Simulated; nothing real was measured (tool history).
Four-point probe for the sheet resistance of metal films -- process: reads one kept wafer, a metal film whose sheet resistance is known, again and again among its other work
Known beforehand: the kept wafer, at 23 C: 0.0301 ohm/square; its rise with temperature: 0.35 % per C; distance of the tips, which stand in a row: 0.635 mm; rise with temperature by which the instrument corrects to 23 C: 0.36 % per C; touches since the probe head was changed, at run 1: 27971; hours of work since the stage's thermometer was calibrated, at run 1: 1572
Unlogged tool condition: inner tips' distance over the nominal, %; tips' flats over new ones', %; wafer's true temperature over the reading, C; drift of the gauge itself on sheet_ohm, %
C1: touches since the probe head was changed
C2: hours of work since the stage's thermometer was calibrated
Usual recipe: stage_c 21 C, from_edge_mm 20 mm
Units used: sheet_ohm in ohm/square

run 1 hour=0.0 | stage_c=21 from_edge_mm=20 | C1=27971 C2=1572 | sheet_ohm=0.030325
run 2 hour=37.3 | stage_c=27 from_edge_mm=20 | C1=28867 C2=1602 | sheet_ohm=0.030291
run 3 hour=114.6 | stage_c=27 from_edge_mm=20 | C1=30719 C2=1663 | sheet_ohm=0.030310
run 4 hour=154.0 | stage_c=27 from_edge_mm=20 | C1=31664 C2=1695 | sheet_ohm=0.030308
run 5 hour=219.0 | stage_c=20 from_edge_mm=20 | C1=33224 C2=1746 | sheet_ohm=0.030340
run 6 hour=270.7 | stage_c=23 from_edge_mm=20 | C1=34463 C2=1788 | sheet_ohm=0.030327
run 7 hour=353.7 | stage_c=23 from_edge_mm=20 | C1=36453 C2=1853 | sheet_ohm=0.030335
run 8 hour=398.9 | stage_c=21 from_edge_mm=26 | C1=37536 C2=1889 | sheet_ohm=0.030342
run 9 hour=466.8 | stage_c=21 from_edge_mm=26 | C1=39163 C2=1943 | sheet_ohm=0.030340
run 10 hour=550.1 | stage_c=21 from_edge_mm=20 | C1=41161 C2=2010 | sheet_ohm=0.030354
run 11 hour=617.5 | stage_c=21 from_edge_mm=20 | C1=42778 C2=2063 | sheet_ohm=0.030362
run 12 hour=676.9 | stage_c=19 from_edge_mm=20 | C1=44202 C2=2110 | sheet_ohm=0.030382
run 13 hour=715.7 | stage_c=21 from_edge_mm=20 | C1=45132 C2=2141 | sheet_ohm=0.030365
run 14 hour=770.7 | stage_c=20 from_edge_mm=20 | C1=46451 C2=2185 | sheet_ohm=0.030362
run 15 hour=839.8 | stage_c=21 from_edge_mm=20 | C1=48108 C2=2240 | sheet_ohm=0.030373
run 16 hour=875.0 | stage_c=21 from_edge_mm=20 | C1=48953 C2=2268 | sheet_ohm=0.030371
run 17 hour=950.2 | stage_c=21 from_edge_mm=20 | C1=50756 C2=2328 | sheet_ohm=0.030377
-- hour=969.2 stage's thermometer calibrated
run 18 hour=1000.8 | stage_c=21 from_edge_mm=3 | C1=51957 C2=25 | sheet_ohm=0.031026
run 19 hour=1040.9 | stage_c=27 from_edge_mm=20 | C1=52917 C2=57 | sheet_ohm=0.030300
run 20 hour=1088.2 | stage_c=27 from_edge_mm=20 | C1=54053 C2=95 | sheet_ohm=0.030302
run 21 hour=1147.3 | stage_c=27 from_edge_mm=20 | C1=55468 C2=142 | sheet_ohm=0.030301
run 22 hour=1181.4 | stage_c=20 from_edge_mm=20 | C1=56286 C2=169 | sheet_ohm=0.030339
run 23 hour=1215.3 | stage_c=30 from_edge_mm=20 | C1=57099 C2=196 | sheet_ohm=0.030294
run 24 hour=1270.7 | stage_c=30 from_edge_mm=20 | C1=58427 C2=240 | sheet_ohm=0.030297
run 25 hour=1330.4 | stage_c=30 from_edge_mm=20 | C1=59859 C2=287 | sheet_ohm=0.030295
run 26 hour=1396.5 | stage_c=28 from_edge_mm=8 | C1=61443 C2=340 | sheet_ohm=0.030402
run 27 hour=1478.2 | stage_c=25 from_edge_mm=13 | C1=63404 C2=405 | sheet_ohm=0.030354
run 28 hour=1534.4 | stage_c=19 from_edge_mm=11 | C1=64751 C2=449 | sheet_ohm=0.030395
run 29 hour=1597.4 | stage_c=19 from_edge_mm=16 | C1=66262 C2=499 | sheet_ohm=0.030364
run 30 hour=1647.4 | stage_c=32 from_edge_mm=4 | C1=67460 C2=539 | sheet_ohm=0.030689
run 31 hour=1719.5 | stage_c=23 from_edge_mm=72 | C1=69188 C2=596 | sheet_ohm=0.030335
run 32 hour=1754.7 | stage_c=23 from_edge_mm=60 | C1=70033 C2=624 | sheet_ohm=0.030337
run 33 hour=1831.6 | stage_c=34 from_edge_mm=6 | C1=71876 C2=685 | sheet_ohm=0.030472
run 34 hour=1915.9 | stage_c=35 from_edge_mm=32 | C1=73898 C2=752 | sheet_ohm=0.030293
run 35 hour=1976.5 | stage_c=21 from_edge_mm=4 | C1=75350 C2=800 | sheet_ohm=0.030775
run 36 hour=2013.5 | stage_c=19 from_edge_mm=24 | C1=76237 C2=830 | sheet_ohm=0.030382
run 37 hour=2067.3 | stage_c=21 from_edge_mm=27 | C1=77528 C2=873 | sheet_ohm=0.030369
run 38 hour=2127.1 | stage_c=31 from_edge_mm=29 | C1=78961 C2=920 | sheet_ohm=0.030321
run 39 hour=2187.8 | stage_c=21 from_edge_mm=46 | C1=80419 C2=968 | sheet_ohm=0.030374
run 40 hour=2245.1 | stage_c=32 from_edge_mm=26 | C1=81791 C2=1014 | sheet_ohm=0.030324
run 41 hour=2284.5 | stage_c=23 from_edge_mm=10 | C1=82737 C2=1045 | sheet_ohm=0.030439
run 42 hour=2350.7 | stage_c=23 from_edge_mm=10 | C1=84324 C2=1098 | sheet_ohm=0.030435
run 43 hour=2429.8 | stage_c=23 from_edge_mm=10 | C1=86219 C2=1161 | sheet_ohm=0.030440
run 44 hour=2504.6 | stage_c=29 from_edge_mm=20 | C1=88014 C2=1220 | sheet_ohm=0.030354
run 45 hour=2564.3 | stage_c=21 from_edge_mm=15 | C1=89446 C2=1268 | sheet_ohm=0.030418

4 ways to go on from here, each from the tool as it stands after run 45. What would each give?
run A hour=2610.6 | stage_c=21 from_edge_mm=13 | C1=90556 C2=1304 | sheet_ohm=?
run B hour=2610.6 | stage_c=18 from_edge_mm=20 | C1=90556 C2=1304 | sheet_ohm=?
run C hour=2610.6 | stage_c=21 from_edge_mm=38 | C1=90556 C2=1304 | sheet_ohm=?
run D hour=2610.6 | stage_c=31 from_edge_mm=69 | C1=90556 C2=1304 | sheet_ohm=?

run=A sheet_ohm=0.030426
run=B sheet_ohm=0.030426
run=C sheet_ohm=0.030404
run=D sheet_ohm=0.030345
Without the tool's unlogged condition, the same runs would have read:
run=A sheet_ohm=0.030145
run=B sheet_ohm=0.030145
run=C sheet_ohm=0.030124
run=D sheet_ohm=0.030066
